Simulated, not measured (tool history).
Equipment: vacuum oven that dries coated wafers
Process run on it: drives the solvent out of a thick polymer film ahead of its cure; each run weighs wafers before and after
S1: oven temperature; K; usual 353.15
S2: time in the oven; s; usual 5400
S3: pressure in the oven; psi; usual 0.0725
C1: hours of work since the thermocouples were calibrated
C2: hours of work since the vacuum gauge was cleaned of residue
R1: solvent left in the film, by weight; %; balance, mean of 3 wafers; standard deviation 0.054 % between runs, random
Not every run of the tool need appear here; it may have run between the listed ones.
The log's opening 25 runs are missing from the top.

run,hour,S1,S2,S3,C1,C2,R1
26,439.5,353.15,5400,0.0669,161,774,2.05
27,454.2,353.15,5400,0.0669,172,785,2.22
28,476.7,353.15,5400,0.0669,189,802,2.05
29,490.9,350.15,5400,0.2573,199,812,3.83
30,501.1,350.15,5400,0.1456,207,820,3.47
31,512.3,363.15,4680,0.0783,215,828,0.60
32,527.2,358.15,5400,0.0879,226,839,0.82
33,550.1,358.15,5400,0.0879,243,856,1.04
34,564.1,353.15,4860,0.0416,254,867,2.45
35,585.3,349.15,5400,0.0725,269,882,3.57
36,605.4,349.15,5400,0.0725,284,897,3.62
37,615.3,349.15,5400,0.0725,292,905,3.60
38,633.6,339.15,2760,0.0418,305,918,12.19
39,648.0,339.15,2760,0.0418,316,929,11.76
40,667.0,353.15,5400,0.0725,330,943,2.17
41,689.8,353.15,5400,0.0725,347,960,2.13
42,707.4,353.15,5400,0.0725,360,973,2.15
43,721.5,353.15,7740,0.2782,370,983,1.73
44,741.6,339.15,5400,0.0725,385,998,8.60
45,758.2,353.15,2880,0.0463,398,1011,5.38
46,778.6,353.15,2880,0.0463,413,1026,5.38
47,794.9,342.15,5340,0.0561,425,1038,6.99

Forecast each of these 4 alternatives for the next run:
A,811.1,343.15,5400,0.1871,437,1050,?
B,811.1,354.15,5400,0.0725,437,1050,?
C,811.1,353.15,5400,0.0725,437,1050,?
D,811.1,343.15,4200,0.1153,437,1050,?

run,R1
A,6.95
B,1.76
C,2.15
D,8.27
What these runs would have given with no unlogged condition in the tool:
run,R1
A,6.98
B,1.77
C,2.16
D,8.30
